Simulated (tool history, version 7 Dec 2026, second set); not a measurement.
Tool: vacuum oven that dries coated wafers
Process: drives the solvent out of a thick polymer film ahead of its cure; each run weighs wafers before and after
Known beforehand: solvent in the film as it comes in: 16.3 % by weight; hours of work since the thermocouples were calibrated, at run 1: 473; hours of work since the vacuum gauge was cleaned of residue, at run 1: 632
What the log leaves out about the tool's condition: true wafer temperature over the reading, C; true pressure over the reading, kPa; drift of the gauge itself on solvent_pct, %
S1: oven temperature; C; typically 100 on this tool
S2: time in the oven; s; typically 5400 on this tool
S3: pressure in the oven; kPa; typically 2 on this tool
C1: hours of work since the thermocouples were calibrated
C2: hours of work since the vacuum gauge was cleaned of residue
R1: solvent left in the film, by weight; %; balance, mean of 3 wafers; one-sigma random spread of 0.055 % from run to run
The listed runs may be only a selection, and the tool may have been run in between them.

run	day	S1	S2	S3	C1	C2	R1
1	0	100	5400	2	473	632	2.38
2	1.538	100	5400	2	498	657	2.34
3	4.45	100	5400	2	545	704	2.42
4	5.929	102	5400	2	569	728	2.15
5	7.804	100	5400	2	600	759	2.51
# day 8.088: oven's thermocouples calibrated
6	9.262	100	4440	2	19	781	2.89
7	11.371	100	4440	2	53	816	2.95
8	13.433	100	3240	4.62	87	849	5.82
9	16.275	100	4620	4.95	133	895	5.31
# day 17.521: oven's thermocouples calibrated, once more
10	18.379	100	7320	4.95	14	928	4.55
11	20.746	100	6480	2.03	53	967	2.31

Table of differences, measured result less the result of that run with no hidden state. Run-to-run variation is the same in both. Gauge scatter possibly is not:
run	R1
1	+0.17
2	+0.17
3	+0.2
4	+0.19
5	+0.22
6	+0.3
7	+0.31
8	+0.41
9	+0.41
10	+0.23
11	+0.22

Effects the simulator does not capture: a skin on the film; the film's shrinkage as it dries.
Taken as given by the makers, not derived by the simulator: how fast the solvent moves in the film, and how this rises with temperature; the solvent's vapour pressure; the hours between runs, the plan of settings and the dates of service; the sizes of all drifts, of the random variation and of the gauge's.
